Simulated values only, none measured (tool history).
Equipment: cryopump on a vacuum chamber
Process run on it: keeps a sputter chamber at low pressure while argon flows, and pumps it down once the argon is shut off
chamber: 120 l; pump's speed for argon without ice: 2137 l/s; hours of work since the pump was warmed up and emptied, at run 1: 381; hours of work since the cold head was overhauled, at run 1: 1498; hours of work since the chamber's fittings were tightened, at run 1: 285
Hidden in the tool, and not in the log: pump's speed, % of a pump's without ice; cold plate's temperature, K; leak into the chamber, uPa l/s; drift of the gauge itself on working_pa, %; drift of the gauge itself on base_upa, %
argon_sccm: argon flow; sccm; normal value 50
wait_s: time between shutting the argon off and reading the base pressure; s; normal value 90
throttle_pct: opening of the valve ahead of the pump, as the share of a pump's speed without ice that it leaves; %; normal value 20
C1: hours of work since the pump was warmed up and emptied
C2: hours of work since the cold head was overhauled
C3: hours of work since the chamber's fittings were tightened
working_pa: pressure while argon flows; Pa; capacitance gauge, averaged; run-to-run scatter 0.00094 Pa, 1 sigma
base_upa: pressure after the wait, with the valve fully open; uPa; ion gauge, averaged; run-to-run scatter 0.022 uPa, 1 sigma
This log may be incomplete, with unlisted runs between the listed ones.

{"run": 1, "hour": 0.0, "argon_sccm": 50, "wait_s": 90, "throttle_pct": 20, "C1": 381, "C2": 1498, "C3": 285, "working_pa": 0.2022, "base_upa": 0.67}
{"run": 2, "hour": 49.3, "argon_sccm": 50, "wait_s": 90, "throttle_pct": 20, "C1": 420, "C2": 1537, "C3": 324, "working_pa": 0.2034, "base_upa": 0.7}
{"run": 3, "hour": 79.4, "argon_sccm": 50, "wait_s": 128, "throttle_pct": 20, "C1": 444, "C2": 1561, "C3": 348, "working_pa": 0.2052, "base_upa": 0.57}
{"run": 4, "hour": 116.3, "argon_sccm": 50, "wait_s": 251, "throttle_pct": 20, "C1": 473, "C2": 1590, "C3": 377, "working_pa": 0.2029, "base_upa": 0.45}
{"run": 5, "hour": 147.1, "argon_sccm": 50, "wait_s": 251, "throttle_pct": 20, "C1": 498, "C2": 1614, "C3": 401, "working_pa": 0.2046, "base_upa": 0.42}
{"run": 6, "hour": 170.2, "argon_sccm": 50, "wait_s": 251, "throttle_pct": 20, "C1": 516, "C2": 1632, "C3": 420, "working_pa": 0.2064, "base_upa": 0.45}
{"run": 7, "hour": 213.6, "argon_sccm": 50, "wait_s": 251, "throttle_pct": 20, "C1": 551, "C2": 1667, "C3": 454, "working_pa": 0.2039, "base_upa": 0.49}
{"run": 8, "hour": 254.3, "argon_sccm": 50, "wait_s": 60, "throttle_pct": 20, "C1": 583, "C2": 1699, "C3": 486, "working_pa": 0.2063, "base_upa": 1.02}
{"run": 9, "hour": 296.9, "argon_sccm": 50, "wait_s": 60, "throttle_pct": 20, "C1": 617, "C2": 1733, "C3": 520, "working_pa": 0.2048, "base_upa": 0.95}
{"run": 10, "hour": 336.7, "argon_sccm": 50, "wait_s": 90, "throttle_pct": 20, "C1": 648, "C2": 1764, "C3": 551, "working_pa": 0.2071, "base_upa": 0.81}
{"run": 11, "hour": 383.3, "argon_sccm": 50, "wait_s": 90, "throttle_pct": 20, "C1": 685, "C2": 1801, "C3": 588, "working_pa": 0.2057, "base_upa": 0.8}
{"run": 12, "hour": 413.2, "argon_sccm": 50, "wait_s": 90, "throttle_pct": 20, "C1": 709, "C2": 1825, "C3": 612, "working_pa": 0.2068, "base_upa": 0.78}
{"run": 13, "hour": 455.5, "argon_sccm": 50, "wait_s": 90, "throttle_pct": 20, "C1": 742, "C2": 1859, "C3": 646, "working_pa": 0.2063, "base_upa": 0.8}
{"run": 14, "hour": 490.3, "argon_sccm": 50, "wait_s": 90, "throttle_pct": 20, "C1": 770, "C2": 1886, "C3": 673, "working_pa": 0.2076, "base_upa": 0.81}
{"run": 15, "hour": 512.5, "argon_sccm": 50, "wait_s": 90, "throttle_pct": 20, "C1": 787, "C2": 1904, "C3": 691, "working_pa": 0.209, "base_upa": 0.85}
{"run": 16, "hour": 554.6, "argon_sccm": 50, "wait_s": 90, "throttle_pct": 20, "C1": 821, "C2": 1937, "C3": 724, "working_pa": 0.2071, "base_upa": 0.81}
{"run": 17, "hour": 584.5, "argon_sccm": 50, "wait_s": 37, "throttle_pct": 20, "C1": 845, "C2": 1961, "C3": 748, "working_pa": 0.2089, "base_upa": 1.44}
{"run": 18, "hour": 609.1, "argon_sccm": 58, "wait_s": 90, "throttle_pct": 20, "C1": 864, "C2": 1980, "C3": 767, "working_pa": 0.2427, "base_upa": 0.89}
{"run": 19, "hour": 639.0, "argon_sccm": 66, "wait_s": 55, "throttle_pct": 20, "C1": 888, "C2": 2004, "C3": 791, "working_pa": 0.2779, "base_upa": 1.12}
{"run": 20, "hour": 682.7, "argon_sccm": 66, "wait_s": 55, "throttle_pct": 20, "C1": 922, "C2": 2039, "C3": 826, "working_pa": 0.2762, "base_upa": 1.15}
{"run": 21, "hour": 722.3, "argon_sccm": 64, "wait_s": 90, "throttle_pct": 36, "C1": 954, "C2": 2070, "C3": 857, "working_pa": 0.1567, "base_upa": 0.95}
{"run": 22, "hour": 752.1, "argon_sccm": 64, "wait_s": 90, "throttle_pct": 36, "C1": 977, "C2": 2094, "C3": 881, "working_pa": 0.1582, "base_upa": 0.91}
{"run": 23, "hour": 787.7, "argon_sccm": 24, "wait_s": 56, "throttle_pct": 30, "C1": 1006, "C2": 2122, "C3": 909, "working_pa": 0.0702, "base_upa": 1.14}
{"run": 24, "hour": 816.3, "argon_sccm": 78, "wait_s": 116, "throttle_pct": 20, "C1": 1028, "C2": 2145, "C3": 932, "working_pa": 0.3286, "base_upa": 0.85}
{"run": 25, "hour": 858.7, "argon_sccm": 78, "wait_s": 116, "throttle_pct": 36, "C1": 1062, "C2": 2178, "C3": 965, "working_pa": 0.1937, "base_upa": 0.85}
{"run": 26, "hour": 891.5, "argon_sccm": 50, "wait_s": 93, "throttle_pct": 55, "C1": 1088, "C2": 2204, "C3": 991, "working_pa": 0.0875, "base_upa": 1.01}
{"hour": 904.5, "done": "pump warmed up, emptied and cooled again"}
{"run": 27, "hour": 916.5, "argon_sccm": 49, "wait_s": 34, "throttle_pct": 32, "C1": 9, "C2": 2220, "C3": 1007, "working_pa": 0.1225, "base_upa": 1.54}

Run 28 comes next. What will it give?
{"run": 28, "hour": 961.4, "argon_sccm": 49, "wait_s": 34, "throttle_pct": 32, "C1": 45, "C2": 2256, "C3": 1043, "working_pa": "?", "base_upa": "?"}

working_pa: 0.122 Pa
base_upa: 1.52 uPa
Minus the tool's unlogged condition, the same run would have read working_pa 0.1206 Pa, base_upa 1.23 uPa.

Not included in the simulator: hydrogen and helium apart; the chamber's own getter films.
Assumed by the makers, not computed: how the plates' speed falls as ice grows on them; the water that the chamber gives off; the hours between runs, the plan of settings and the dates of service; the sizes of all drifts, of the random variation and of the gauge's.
